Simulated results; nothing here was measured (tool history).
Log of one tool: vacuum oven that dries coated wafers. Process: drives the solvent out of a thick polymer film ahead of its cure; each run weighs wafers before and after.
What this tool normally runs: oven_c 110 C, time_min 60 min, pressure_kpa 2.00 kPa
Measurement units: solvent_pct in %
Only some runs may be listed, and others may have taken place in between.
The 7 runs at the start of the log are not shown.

run,hour,oven_c,time_min,pressure_kpa,hours of work since the thermocouples were calibrated,hours of work since the vacuum gauge was cleaned of residue,solvent_pct
8,165.7,110,60,2.14,85,516,2.32
9,189.2,110,60,2.00,97,529,2.27
10,203.7,110,60,2.00,105,536,2.27
11,234.6,110,60,2.00,121,552,2.25
12,261.3,121,60,2.00,134,566,0.87
13,281.3,110,60,7.53,145,576,5.16
14,304.5,102,60,2.00,157,588,4.75
15,320.7,102,60,2.00,165,596,4.69
16,338.0,110,60,2.00,174,605,2.26
# hour 341.7: oven's thermocouples calibrated
17,372.8,110,60,2.00,16,622,2.15
18,388.7,106,60,2.00,24,630,3.16
19,404.5,95,60,3.64,32,638,8.53
20,420.9,95,60,3.64,41,647,8.55
21,453.0,95,58,4.26,57,663,9.13
22,473.1,102,56,1.21,68,674,4.36
# hour 498.8: oven's thermocouples calibrated, once more
23,505.5,110,107,7.40,3,689,4.44
24,528.5,121,81,2.65,15,701,1.06
25,553.3,121,81,2.65,28,714,1.13
26,567.7,112,31,4.13,35,721,5.82
27,591.3,112,31,4.13,48,733,5.81
28,613.7,110,59,3.31,59,745,3.30
29,630.3,119,90,6.68,68,754,2.93
30,656.4,115,63,2.94,81,767,1.85
31,683.4,117,70,6.80,95,781,3.29

Forecast run 32:
32,696.7,117,70,6.80,102,788,?

solvent_pct: 3.22 %
The same run, on a tool lacking any hidden state, would have yielded solvent_pct 3.19 %.
